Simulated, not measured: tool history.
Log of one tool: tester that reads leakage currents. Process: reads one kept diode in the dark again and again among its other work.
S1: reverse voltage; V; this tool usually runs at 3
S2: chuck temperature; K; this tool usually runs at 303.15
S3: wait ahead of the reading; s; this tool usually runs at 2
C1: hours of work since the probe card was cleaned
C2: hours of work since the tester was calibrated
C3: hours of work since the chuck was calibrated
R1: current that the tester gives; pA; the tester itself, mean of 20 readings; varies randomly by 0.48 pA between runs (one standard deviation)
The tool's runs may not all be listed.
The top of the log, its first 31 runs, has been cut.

run,day,S1,S2,S3,C1,C2,C3,R1
32,75.275,14.85,303.15,1.06,719,1272,1161,359.41
33,76.962,1.27,303.15,1.06,743,1295,1185,126.54
34,78.883,1.27,303.15,1.06,770,1323,1212,127.43
35,80.833,1.27,303.15,1.06,798,1350,1240,128.28
36,83.738,6.72,324.15,3.57,839,1392,1281,1549.04
37,86.512,6.72,324.15,3.57,879,1431,1321,1549.15
38,87.933,13.63,299.15,2,899,1451,1341,245.92
39,91.171,1.22,299.15,1.2,945,1497,1387,88.14
40,94.075,2.36,332.15,1.2,986,1538,1428,1915.5

Here are 3 independent what-if runs from the current tool condition. What would each one return?
A,97.379,2.36,295.15,1.2,1033,1585,1475,?
B,97.379,4.82,306.15,2.77,1033,1585,1475,?
C,97.379,3.94,333.15,0.61,1033,1585,1475,?

run,R1
A,81.12
B,301.31
C,2545.62
The same runs, with their run-to-run variation unchanged, on a tool lacking any hidden condition would have given:
run,R1
A,67.1
B,253.9
C,2215.38

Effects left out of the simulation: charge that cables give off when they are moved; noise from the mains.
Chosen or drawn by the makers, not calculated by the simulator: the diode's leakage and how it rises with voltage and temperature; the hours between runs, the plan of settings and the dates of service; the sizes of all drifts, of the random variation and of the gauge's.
